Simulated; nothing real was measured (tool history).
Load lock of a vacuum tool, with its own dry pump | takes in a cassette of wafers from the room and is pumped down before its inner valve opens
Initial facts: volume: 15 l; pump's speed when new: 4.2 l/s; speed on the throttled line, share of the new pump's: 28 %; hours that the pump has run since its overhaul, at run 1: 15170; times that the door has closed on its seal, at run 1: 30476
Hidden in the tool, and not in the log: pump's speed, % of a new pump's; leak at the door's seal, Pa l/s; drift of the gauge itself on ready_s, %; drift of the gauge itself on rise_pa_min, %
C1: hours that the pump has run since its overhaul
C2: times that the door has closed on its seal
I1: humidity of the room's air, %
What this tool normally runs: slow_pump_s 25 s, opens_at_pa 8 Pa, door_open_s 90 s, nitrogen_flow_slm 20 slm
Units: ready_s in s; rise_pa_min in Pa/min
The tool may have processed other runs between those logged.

run 1 hour=0 | slow_pump_s=25 opens_at_pa=8 door_open_s=90 nitrogen_flow_slm=20 | C1=15170 C2=30476 | I1=42.8 | ready_s=52.1 rise_pa_min=0.037
run 2 hour=197.6 | slow_pump_s=25 opens_at_pa=8 door_open_s=90 nitrogen_flow_slm=20 | C1=15368 C2=31365 | I1=43.5 | ready_s=51.8 rise_pa_min=0.04
run 3 hour=393 | slow_pump_s=25 opens_at_pa=8 door_open_s=90 nitrogen_flow_slm=20 | C1=15563 C2=32243 | I1=45 | ready_s=51.5 rise_pa_min=0.044
run 4 hour=560.3 | slow_pump_s=25 opens_at_pa=8 door_open_s=90 nitrogen_flow_slm=20 | C1=15730 C2=32996 | I1=44.5 | ready_s=52.3 rise_pa_min=0.034
run 5 hour=751.9 | slow_pump_s=25 opens_at_pa=8 door_open_s=90 nitrogen_flow_slm=20 | C1=15922 C2=33858 | I1=43.2 | ready_s=52.2 rise_pa_min=0.043
run 6 hour=874.2 | slow_pump_s=25 opens_at_pa=8 door_open_s=90 nitrogen_flow_slm=20 | C1=16044 C2=34408 | I1=42.3 | ready_s=52.8 rise_pa_min=0.042
run 7 hour=1061.3 | slow_pump_s=30 opens_at_pa=8 door_open_s=90 nitrogen_flow_slm=20 | C1=16231 C2=35250 | I1=41.8 | ready_s=55.5 rise_pa_min=0.034
run 8 hour=1243.1 | slow_pump_s=30 opens_at_pa=8 door_open_s=90 nitrogen_flow_slm=20 | C1=16413 C2=36068 | I1=48 | ready_s=56.2 rise_pa_min=0.041
run 9 hour=1458.9 | slow_pump_s=30 opens_at_pa=8 door_open_s=90 nitrogen_flow_slm=20 | C1=16629 C2=37038 | I1=42.9 | ready_s=56.3 rise_pa_min=0.033
run 10 hour=1699.3 | slow_pump_s=30 opens_at_pa=8 door_open_s=90 nitrogen_flow_slm=20 | C1=16869 C2=38120 | I1=48.7 | ready_s=55.6 rise_pa_min=0.045
run 11 hour=1808.1 | slow_pump_s=45 opens_at_pa=8 door_open_s=90 nitrogen_flow_slm=20 | C1=16978 C2=38609 | I1=42.3 | ready_s=66.9 rise_pa_min=0.035
run 12 hour=2005.1 | slow_pump_s=45 opens_at_pa=8 door_open_s=90 nitrogen_flow_slm=20 | C1=17175 C2=39495 | I1=46.3 | ready_s=66.8 rise_pa_min=0.044
run 13 hour=2186.5 | slow_pump_s=45 opens_at_pa=8 door_open_s=200 nitrogen_flow_slm=15 | C1=17356 C2=40311 | I1=45.3 | ready_s=66.8 rise_pa_min=0.063
run 14 hour=2377.2 | slow_pump_s=21 opens_at_pa=8 door_open_s=156 nitrogen_flow_slm=20 | C1=17547 C2=41169 | I1=44.5 | ready_s=48.9 rise_pa_min=0.049
run 15 hour=2507.3 | slow_pump_s=21 opens_at_pa=8 door_open_s=156 nitrogen_flow_slm=20 | C1=17677 C2=41754 | I1=45.2 | ready_s=49.2 rise_pa_min=0.046
-- hour=2562 dry pump taken out, an overhauled one fitted
run 16 hour=2709 | slow_pump_s=39 opens_at_pa=8 door_open_s=90 nitrogen_flow_slm=10 | C1=147 C2=42634 | I1=48 | ready_s=62.5 rise_pa_min=0.058
run 17 hour=2900.3 | slow_pump_s=39 opens_at_pa=8 door_open_s=90 nitrogen_flow_slm=10 | C1=338 C2=43495 | I1=44.8 | ready_s=62.3 rise_pa_min=0.047
run 18 hour=3130.4 | slow_pump_s=39 opens_at_pa=8 door_open_s=90 nitrogen_flow_slm=10 | C1=568 C2=44530 | I1=46 | ready_s=62.3 rise_pa_min=0.055
run 19 hour=3333 | slow_pump_s=39 opens_at_pa=8 door_open_s=38 nitrogen_flow_slm=6 | C1=771 C2=45442 | I1=47.6 | ready_s=62.5 rise_pa_min=0.045
run 20 hour=3467.3 | slow_pump_s=39 opens_at_pa=8 door_open_s=38 nitrogen_flow_slm=6 | C1=905 C2=46046 | I1=43.7 | ready_s=61.6 rise_pa_min=0.042
run 21 hour=3708.4 | slow_pump_s=37 opens_at_pa=8 door_open_s=38 nitrogen_flow_slm=4 | C1=1146 C2=47130 | I1=43.4 | ready_s=61 rise_pa_min=0.047
run 22 hour=3927 | slow_pump_s=32 opens_at_pa=8 door_open_s=90 nitrogen_flow_slm=43 | C1=1365 C2=48113 | I1=45.9 | ready_s=57 rise_pa_min=0.038
run 23 hour=4128.5 | slow_pump_s=28 opens_at_pa=7 door_open_s=90 nitrogen_flow_slm=25 | C1=1567 C2=49020 | I1=47 | ready_s=54.8 rise_pa_min=0.041
run 24 hour=4357.2 | slow_pump_s=39 opens_at_pa=7 door_open_s=31 nitrogen_flow_slm=25 | C1=1795 C2=50049 | I1=42.8 | ready_s=62.5 rise_pa_min=0.024

Hidden condition of the tool, last listed run before each entry between runs versus first listed run after:
Between runs 15 and 16: dry pump taken out, an overhauled one fitted (hour 2562)
  both runs share identical hidden conditions
